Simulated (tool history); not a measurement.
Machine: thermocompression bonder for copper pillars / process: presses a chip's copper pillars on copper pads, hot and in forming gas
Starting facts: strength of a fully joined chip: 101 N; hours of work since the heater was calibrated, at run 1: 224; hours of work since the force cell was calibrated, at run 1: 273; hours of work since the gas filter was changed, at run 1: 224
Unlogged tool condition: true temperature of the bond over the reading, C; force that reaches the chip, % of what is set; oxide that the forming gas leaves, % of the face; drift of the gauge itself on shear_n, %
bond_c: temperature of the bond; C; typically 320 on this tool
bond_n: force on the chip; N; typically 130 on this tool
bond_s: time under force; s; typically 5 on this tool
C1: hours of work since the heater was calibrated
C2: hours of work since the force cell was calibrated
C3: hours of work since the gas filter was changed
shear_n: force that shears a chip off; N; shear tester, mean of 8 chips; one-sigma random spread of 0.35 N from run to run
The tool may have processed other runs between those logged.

{"run": 1, "hour": 0.0, "bond_c": 320, "bond_n": 130, "bond_s": 5, "C1": 224, "C2": 273, "C3": 224, "shear_n": 34.6}
{"hour": 20.4, "done": "forming gas filter changed"}
{"run": 2, "hour": 53.9, "bond_c": 320, "bond_n": 130, "bond_s": 5, "C1": 246, "C2": 294, "C3": 14, "shear_n": 38.6}
{"run": 3, "hour": 114.8, "bond_c": 320, "bond_n": 130, "bond_s": 5, "C1": 271, "C2": 319, "C3": 38, "shear_n": 38.4}
{"run": 4, "hour": 202.2, "bond_c": 320, "bond_n": 130, "bond_s": 3, "C1": 306, "C2": 354, "C3": 74, "shear_n": 30.5}
{"run": 5, "hour": 264.4, "bond_c": 320, "bond_n": 130, "bond_s": 5, "C1": 331, "C2": 380, "C3": 99, "shear_n": 36.5}
{"run": 6, "hour": 333.8, "bond_c": 320, "bond_n": 130, "bond_s": 5, "C1": 359, "C2": 408, "C3": 127, "shear_n": 36.5}
{"run": 7, "hour": 380.5, "bond_c": 320, "bond_n": 90, "bond_s": 5, "C1": 378, "C2": 427, "C3": 146, "shear_n": 24.9}
{"run": 8, "hour": 416.6, "bond_c": 320, "bond_n": 130, "bond_s": 5, "C1": 393, "C2": 441, "C3": 161, "shear_n": 35.0}
{"run": 9, "hour": 464.0, "bond_c": 320, "bond_n": 168, "bond_s": 5, "C1": 412, "C2": 461, "C3": 180, "shear_n": 44.9}
{"run": 10, "hour": 526.0, "bond_c": 320, "bond_n": 127, "bond_s": 5, "C1": 437, "C2": 486, "C3": 205, "shear_n": 33.9}
{"hour": 589.1, "done": "forming gas filter changed"}
{"run": 11, "hour": 602.2, "bond_c": 320, "bond_n": 127, "bond_s": 5, "C1": 468, "C2": 516, "C3": 5, "shear_n": 37.7}
{"run": 12, "hour": 686.2, "bond_c": 320, "bond_n": 127, "bond_s": 5, "C1": 502, "C2": 551, "C3": 39, "shear_n": 36.6}
{"run": 13, "hour": 733.2, "bond_c": 320, "bond_n": 127, "bond_s": 5, "C1": 521, "C2": 570, "C3": 58, "shear_n": 36.9}
{"run": 14, "hour": 806.1, "bond_c": 320, "bond_n": 127, "bond_s": 5, "C1": 551, "C2": 599, "C3": 88, "shear_n": 35.9}
{"run": 15, "hour": 865.8, "bond_c": 320, "bond_n": 130, "bond_s": 5, "C1": 575, "C2": 623, "C3": 112, "shear_n": 35.7}
{"run": 16, "hour": 937.0, "bond_c": 320, "bond_n": 130, "bond_s": 5, "C1": 604, "C2": 652, "C3": 141, "shear_n": 36.4}
{"run": 17, "hour": 1002.6, "bond_c": 320, "bond_n": 130, "bond_s": 5, "C1": 631, "C2": 679, "C3": 168, "shear_n": 35.2}
{"run": 18, "hour": 1055.0, "bond_c": 320, "bond_n": 130, "bond_s": 5, "C1": 652, "C2": 700, "C3": 189, "shear_n": 34.6}
{"run": 19, "hour": 1133.9, "bond_c": 320, "bond_n": 112, "bond_s": 5, "C1": 684, "C2": 732, "C3": 221, "shear_n": 29.4}
{"hour": 1159.3, "done": "forming gas filter changed"}
{"run": 20, "hour": 1191.8, "bond_c": 294, "bond_n": 112, "bond_s": 5, "C1": 707, "C2": 755, "C3": 13, "shear_n": 25.6}
{"run": 21, "hour": 1265.1, "bond_c": 294, "bond_n": 112, "bond_s": 5, "C1": 737, "C2": 785, "C3": 43, "shear_n": 25.1}
{"run": 22, "hour": 1343.7, "bond_c": 320, "bond_n": 89, "bond_s": 4, "C1": 769, "C2": 817, "C3": 75, "shear_n": 22.6}
{"run": 23, "hour": 1384.2, "bond_c": 307, "bond_n": 118, "bond_s": 5, "C1": 785, "C2": 833, "C3": 91, "shear_n": 29.7}
{"run": 24, "hour": 1440.8, "bond_c": 349, "bond_n": 192, "bond_s": 4, "C1": 808, "C2": 856, "C3": 114, "shear_n": 56.7}
{"hour": 1511.0, "done": "force cell calibrated"}
{"run": 25, "hour": 1520.8, "bond_c": 349, "bond_n": 192, "bond_s": 4, "C1": 840, "C2": 4, "C3": 146, "shear_n": 60.2}
{"run": 26, "hour": 1607.3, "bond_c": 349, "bond_n": 192, "bond_s": 4, "C1": 875, "C2": 39, "C3": 181, "shear_n": 58.8}
{"run": 27, "hour": 1661.7, "bond_c": 320, "bond_n": 130, "bond_s": 4, "C1": 897, "C2": 61, "C3": 203, "shear_n": 33.8}
{"hour": 1728.6, "done": "forming gas filter changed"}
{"run": 28, "hour": 1748.7, "bond_c": 320, "bond_n": 133, "bond_s": 3, "C1": 932, "C2": 96, "C3": 8, "shear_n": 34.4}
{"run": 29, "hour": 1793.7, "bond_c": 332, "bond_n": 117, "bond_s": 3, "C1": 950, "C2": 114, "C3": 26, "shear_n": 33.2}
{"hour": 1819.7, "done": "heater calibrated with a thermocouple chip"}
{"run": 30, "hour": 1856.4, "bond_c": 323, "bond_n": 117, "bond_s": 5, "C1": 15, "C2": 139, "C3": 51, "shear_n": 34.8}
{"run": 31, "hour": 1931.9, "bond_c": 327, "bond_n": 79, "bond_s": 5, "C1": 46, "C2": 170, "C3": 82, "shear_n": 23.3}
{"run": 32, "hour": 2020.7, "bond_c": 341, "bond_n": 103, "bond_s": 5, "C1": 82, "C2": 206, "C3": 118, "shear_n": 33.9}
{"run": 33, "hour": 2105.6, "bond_c": 320, "bond_n": 145, "bond_s": 5, "C1": 116, "C2": 240, "C3": 152, "shear_n": 39.8}
{"run": 34, "hour": 2176.3, "bond_c": 320, "bond_n": 109, "bond_s": 4, "C1": 145, "C2": 269, "C3": 181, "shear_n": 26.1}
{"run": 35, "hour": 2262.2, "bond_c": 320, "bond_n": 136, "bond_s": 4, "C1": 180, "C2": 304, "C3": 216, "shear_n": 32.4}
{"hour": 2300.0, "done": "forming gas filter changed"}
{"run": 36, "hour": 2326.9, "bond_c": 334, "bond_n": 94, "bond_s": 7, "C1": 206, "C2": 330, "C3": 11, "shear_n": 35.5}
{"run": 37, "hour": 2387.7, "bond_c": 316, "bond_n": 94, "bond_s": 7, "C1": 230, "C2": 354, "C3": 36, "shear_n": 29.3}
{"run": 38, "hour": 2427.2, "bond_c": 291, "bond_n": 94, "bond_s": 11, "C1": 246, "C2": 370, "C3": 52, "shear_n": 28.3}
{"run": 39, "hour": 2471.8, "bond_c": 294, "bond_n": 130, "bond_s": 15, "C1": 264, "C2": 389, "C3": 70, "shear_n": 45.9}

3 ways to go on from here, each from the tool as it stands after run 39. What would each give?
{"run": "A", "hour": 2534.9, "bond_c": 294, "bond_n": 130, "bond_s": 5, "C1": 290, "C2": 414, "C3": 95, "shear_n": "?"}
{"run": "B", "hour": 2534.9, "bond_c": 320, "bond_n": 122, "bond_s": 5, "C1": 290, "C2": 414, "C3": 95, "shear_n": "?"}
{"run": "C", "hour": 2534.9, "bond_c": 320, "bond_n": 81, "bond_s": 6, "C1": 290, "C2": 414, "C3": 95, "shear_n": "?"}

run=A shear_n=29.2
run=B shear_n=33.8
run=C shear_n=23.9
With the hidden condition removed and each run's random variation left untouched, the same runs would have given:
run=A shear_n=31.9
run=B shear_n=36.9
run=C shear_n=26.2

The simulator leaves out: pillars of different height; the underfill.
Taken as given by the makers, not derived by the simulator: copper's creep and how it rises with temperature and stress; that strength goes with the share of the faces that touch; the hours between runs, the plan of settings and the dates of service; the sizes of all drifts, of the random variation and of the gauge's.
